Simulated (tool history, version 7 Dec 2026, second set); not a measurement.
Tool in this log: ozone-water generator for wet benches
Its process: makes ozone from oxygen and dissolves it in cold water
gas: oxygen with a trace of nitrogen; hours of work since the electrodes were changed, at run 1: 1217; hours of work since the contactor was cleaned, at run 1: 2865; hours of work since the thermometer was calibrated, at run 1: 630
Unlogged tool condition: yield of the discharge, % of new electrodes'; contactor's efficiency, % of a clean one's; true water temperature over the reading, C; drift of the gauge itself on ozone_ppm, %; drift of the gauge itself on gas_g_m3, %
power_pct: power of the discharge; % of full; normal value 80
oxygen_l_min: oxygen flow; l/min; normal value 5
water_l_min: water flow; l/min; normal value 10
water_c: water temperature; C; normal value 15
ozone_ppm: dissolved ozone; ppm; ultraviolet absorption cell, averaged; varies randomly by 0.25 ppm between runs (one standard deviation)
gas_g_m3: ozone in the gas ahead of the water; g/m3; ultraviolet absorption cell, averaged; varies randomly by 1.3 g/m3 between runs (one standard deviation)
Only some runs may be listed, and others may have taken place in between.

run	hour	power_pct	oxygen_l_min	water_l_min	water_c	hours of work since the electrodes were changed	hours of work since the contactor was cleaned	hours of work since the thermometer was calibrated	ozone_ppm	gas_g_m3
1	0	80	5	10	15	1217	2865	630	36.1	222.7
2	41.6	80	5	10	15	1253	2901	666	36	222.4
3	91.6	80	5	10	15	1295	2943	708	35.9	222.4
4	139.2	80	5	10	15	1336	2984	749	36	223
5	182.9	80	5	10	15	1373	3021	786	35.8	221.3
6	224.1	76	5	10	15	1408	3056	821	34.6	214
7	254.2	80	5	10	15	1434	3082	847	35.4	221.5
8	282.7	80	5	10	15	1458	3106	871	35.5	222.7
9	331.2	80	5	10	15	1500	3148	913	35.3	219.9
10	383.9	80	5	10	15	1545	3193	958	35.7	222.5
11	428.8	80	5	10	15	1583	3231	996	35.4	218.9
12	471.8	80	5	10	15	1620	3268	1032	35	221.5
13	522.9	80	5	10	15	1663	3311	1076	35.1	220.7
14	557.1	80	5	10	15	1692	3340	1105	35.2	222.6
15	601.5	80	5	10	15	1730	3378	1143	34.8	221
16	634.8	69	5	10	15	1759	3407	1172	32.5	202.5
17	659.6	69	5	10	15	1780	3428	1193	32.6	203.1
18	702.8	99	5	10	15	1817	3465	1230	38.8	241.3
19	751.5	44	8.69	10	13	1858	3506	1271	23.2	114.3
20	790.2	44	3.1	14	13	1891	3539	1304	22.9	226.5
21	813.9	50	7.5	12	15	1912	3560	1324	22.4	131.5
22	865	50	7.5	12	15	1955	3603	1368	22.6	132.5
23	899.4	50	7.5	12	15	1984	3632	1397	22.3	132.2
24	939.9	50	7.21	12	15	2019	3667	1432	22.5	136.2
25	983.4	50	7.21	12	15	2056	3704	1469	22.7	135.7
26	1034.6	50	7.21	12	15	2100	3748	1513	22.3	133.6
27	1083.6	50	7.47	12	15	2142	3790	1554	22.1	134.4
28	1137.5	84	7.47	12	15	2188	3836	1600	28.3	168.7
29	1176.9	84	7.47	12	15	2221	3869	1634	28	167.5
30	1225.8	82	4.37	7	21	2263	3911	1676	38.5	237.1
31	1264.9	80	6.22	10	21	2296	3944	1709	28.3	185.3
# hour 1275.4: contactor cleaned
32	1302.2	80	6.22	10	21	2325	23	1737	29.3	186.2
33	1340.8	80	3.77	6	10	2358	56	1770	54.9	256.3

Alternative continuations, all from the tool just after run 33; predict every row:
A	1365.5	80	3.33	10	19	2379	77	1791	?	?
B	1365.5	80	3.77	6	19	2379	77	1791	?	?
C	1365.5	99	5	8	15	2379	77	1791	?	?
D	1365.5	80	7.92	11	18	2379	77	1791	?	?

run	ozone_ppm	gas_g_m3
A	35.9	280.3
B	46.6	259.8
C	44	237.5
D	27.2	157.3
The same runs, with their run-to-run variation unchanged, on a tool lacking any hidden condition would have given:
run	ozone_ppm	gas_g_m3
A	39	303
B	50.7	280.8
C	48.2	258.6
D	29.6	170.1
